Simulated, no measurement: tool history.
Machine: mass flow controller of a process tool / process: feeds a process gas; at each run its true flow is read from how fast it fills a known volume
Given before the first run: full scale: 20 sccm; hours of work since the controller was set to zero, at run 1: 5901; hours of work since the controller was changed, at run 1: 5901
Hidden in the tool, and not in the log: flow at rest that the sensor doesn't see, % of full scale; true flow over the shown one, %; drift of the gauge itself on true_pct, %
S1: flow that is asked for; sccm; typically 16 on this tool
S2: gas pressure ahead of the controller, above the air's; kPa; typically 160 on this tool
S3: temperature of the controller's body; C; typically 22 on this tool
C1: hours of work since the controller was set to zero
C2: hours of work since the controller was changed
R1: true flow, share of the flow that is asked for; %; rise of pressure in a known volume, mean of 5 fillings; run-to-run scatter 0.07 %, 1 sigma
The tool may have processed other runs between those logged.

{"run": 1, "hour": 0.0, "S1": 16, "S2": 160, "S3": 22, "C1": 5901, "C2": 5901, "R1": 101.72}
{"run": 2, "hour": 103.7, "S1": 16, "S2": 160, "S3": 21, "C1": 5955, "C2": 5955, "R1": 101.74}
{"run": 3, "hour": 193.2, "S1": 16, "S2": 160, "S3": 21, "C1": 6002, "C2": 6002, "R1": 101.74}
{"run": 4, "hour": 388.5, "S1": 16, "S2": 160, "S3": 39, "C1": 6105, "C2": 6105, "R1": 103.71}
{"run": 5, "hour": 502.5, "S1": 16, "S2": 160, "S3": 24, "C1": 6165, "C2": 6165, "R1": 102.01}
{"run": 6, "hour": 700.6, "S1": 4, "S2": 160, "S3": 24, "C1": 6270, "C2": 6270, "R1": 105.79}
{"run": 7, "hour": 893.1, "S1": 16, "S2": 160, "S3": 22, "C1": 6371, "C2": 6371, "R1": 102.09}
{"run": 8, "hour": 1053.4, "S1": 16, "S2": 160, "S3": 22, "C1": 6455, "C2": 6455, "R1": 102.0}
{"run": 9, "hour": 1232.4, "S1": 16, "S2": 202, "S3": 22, "C1": 6550, "C2": 6550, "R1": 102.37}
{"run": 10, "hour": 1319.3, "S1": 16, "S2": 142, "S3": 22, "C1": 6595, "C2": 6595, "R1": 102.01}
{"run": 11, "hour": 1442.8, "S1": 16, "S2": 142, "S3": 22, "C1": 6660, "C2": 6660, "R1": 102.05}
{"run": 12, "hour": 1583.6, "S1": 16, "S2": 142, "S3": 22, "C1": 6735, "C2": 6735, "R1": 102.05}
{"run": 13, "hour": 1727.7, "S1": 16, "S2": 142, "S3": 22, "C1": 6811, "C2": 6811, "R1": 102.04}
{"run": 14, "hour": 1876.9, "S1": 16, "S2": 142, "S3": 22, "C1": 6889, "C2": 6889, "R1": 102.13}
{"run": 15, "hour": 1971.8, "S1": 8, "S2": 160, "S3": 22, "C1": 6939, "C2": 6939, "R1": 103.38}
{"hour": 1982.5, "done": "controller's zero set anew"}
{"run": 16, "hour": 2152.2, "S1": 8, "S2": 160, "S3": 22, "C1": 89, "C2": 7034, "R1": 105.15}
{"run": 17, "hour": 2279.7, "S1": 8, "S2": 160, "S3": 22, "C1": 156, "C2": 7101, "R1": 105.34}
{"run": 18, "hour": 2441.4, "S1": 8, "S2": 160, "S3": 22, "C1": 242, "C2": 7186, "R1": 105.38}
{"run": 19, "hour": 2600.2, "S1": 8, "S2": 160, "S3": 22, "C1": 325, "C2": 7270, "R1": 105.63}
{"run": 20, "hour": 2699.1, "S1": 8, "S2": 160, "S3": 22, "C1": 377, "C2": 7322, "R1": 105.48}
{"run": 21, "hour": 2821.5, "S1": 8, "S2": 160, "S3": 22, "C1": 442, "C2": 7386, "R1": 105.57}
{"hour": 2857.1, "done": "controller's zero set anew, once more"}
{"run": 22, "hour": 3020.9, "S1": 16, "S2": 160, "S3": 31, "C1": 86, "C2": 7491, "R1": 101.89}
{"run": 23, "hour": 3126.9, "S1": 16, "S2": 160, "S3": 22, "C1": 142, "C2": 7547, "R1": 100.97}
{"run": 24, "hour": 3275.6, "S1": 16, "S2": 160, "S3": 22, "C1": 220, "C2": 7625, "R1": 100.94}
{"run": 25, "hour": 3366.8, "S1": 16, "S2": 160, "S3": 22, "C1": 268, "C2": 7673, "R1": 101.05}
{"run": 26, "hour": 3469.2, "S1": 16, "S2": 279, "S3": 24, "C1": 322, "C2": 7727, "R1": 101.81}
{"hour": 3628.1, "done": "controller exchanged for a calibrated one"}
{"run": 27, "hour": 3648.3, "S1": 16, "S2": 226, "S3": 22, "C1": 11, "C2": 11, "R1": 99.54}
{"run": 28, "hour": 3743.3, "S1": 2, "S2": 155, "S3": 31, "C1": 61, "C2": 61, "R1": 99.57}
{"run": 29, "hour": 3911.6, "S1": 17, "S2": 206, "S3": 22, "C1": 149, "C2": 149, "R1": 99.55}
{"run": 30, "hour": 4023.3, "S1": 7, "S2": 279, "S3": 22, "C1": 208, "C2": 208, "R1": 99.57}
{"run": 31, "hour": 4200.9, "S1": 9, "S2": 280, "S3": 28, "C1": 302, "C2": 302, "R1": 100.47}
{"run": 32, "hour": 4298.1, "S1": 9, "S2": 280, "S3": 28, "C1": 353, "C2": 353, "R1": 100.55}
{"run": 33, "hour": 4456.1, "S1": 6, "S2": 229, "S3": 27, "C1": 436, "C2": 436, "R1": 100.05}
{"run": 34, "hour": 4616.0, "S1": 3, "S2": 229, "S3": 27, "C1": 520, "C2": 520, "R1": 100.37}
{"run": 35, "hour": 4725.0, "S1": 8, "S2": 157, "S3": 26, "C1": 578, "C2": 578, "R1": 99.6}
{"run": 36, "hour": 4863.1, "S1": 8, "S2": 157, "S3": 26, "C1": 650, "C2": 650, "R1": 99.72}
{"run": 37, "hour": 5033.2, "S1": 8, "S2": 157, "S3": 26, "C1": 740, "C2": 740, "R1": 99.87}
{"run": 38, "hour": 5125.2, "S1": 8, "S2": 148, "S3": 26, "C1": 788, "C2": 788, "R1": 99.71}
{"run": 39, "hour": 5229.0, "S1": 3, "S2": 160, "S3": 23, "C1": 843, "C2": 843, "R1": 99.87}
{"run": 40, "hour": 5323.9, "S1": 16, "S2": 160, "S3": 22, "C1": 893, "C2": 893, "R1": 99.67}
{"run": 41, "hour": 5432.5, "S1": 7, "S2": 140, "S3": 39, "C1": 950, "C2": 950, "R1": 101.11}
{"run": 42, "hour": 5609.5, "S1": 7, "S2": 140, "S3": 39, "C1": 1043, "C2": 1043, "R1": 101.3}
{"run": 43, "hour": 5710.4, "S1": 7, "S2": 140, "S3": 39, "C1": 1096, "C2": 1096, "R1": 101.31}
{"run": 44, "hour": 5885.2, "S1": 5, "S2": 216, "S3": 37, "C1": 1189, "C2": 1189, "R1": 101.84}
{"run": 45, "hour": 6070.1, "S1": 5, "S2": 193, "S3": 37, "C1": 1286, "C2": 1286, "R1": 101.76}
{"run": 46, "hour": 6202.4, "S1": 8, "S2": 160, "S3": 23, "C1": 1356, "C2": 1356, "R1": 99.87}
{"run": 47, "hour": 6369.9, "S1": 8, "S2": 160, "S3": 23, "C1": 1444, "C2": 1444, "R1": 100.12}
{"run": 48, "hour": 6487.6, "S1": 16, "S2": 214, "S3": 22, "C1": 1506, "C2": 1506, "R1": 100.11}

Table of differences, measured result less the result of that run with no hidden state. Run-to-run variation is the same in both. Gauge scatter possibly is not:
run=1 R1=+2.59
run=2 R1=+2.61
run=3 R1=+2.63
run=4 R1=+2.68
run=5 R1=+2.71
run=6 R1=+7.01
run=7 R1=+2.80
run=8 R1=+2.83
run=9 R1=+2.88
run=10 R1=+2.90
run=11 R1=+2.93
run=12 R1=+2.96
run=13 R1=+2.99
run=14 R1=+3.02
run=15 R1=+4.61
run=16 R1=+6.41
run=17 R1=+6.46
run=18 R1=+6.51
run=19 R1=+6.57
run=20 R1=+6.60
run=21 R1=+6.64
run=22 R1=+1.66
run=23 R1=+1.70
run=24 R1=+1.73
run=25 R1=+1.75
run=26 R1=+1.77
run=27 R1=+0.00
run=28 R1=+0.26
run=29 R1=+0.05
run=30 R1=+0.18
run=31 R1=+0.19
run=32 R1=+0.23
run=33 R1=+0.38
run=34 R1=+0.82
run=35 R1=+0.40
run=36 R1=+0.45
run=37 R1=+0.51
run=38 R1=+0.54
run=39 R1=+1.28
run=40 R1=+0.39
run=41 R1=+0.72
run=42 R1=+0.78
run=43 R1=+0.82
run=44 R1=+1.14
run=45 R1=+1.23
run=46 R1=+0.91
run=47 R1=+0.97
run=48 R1=+0.65

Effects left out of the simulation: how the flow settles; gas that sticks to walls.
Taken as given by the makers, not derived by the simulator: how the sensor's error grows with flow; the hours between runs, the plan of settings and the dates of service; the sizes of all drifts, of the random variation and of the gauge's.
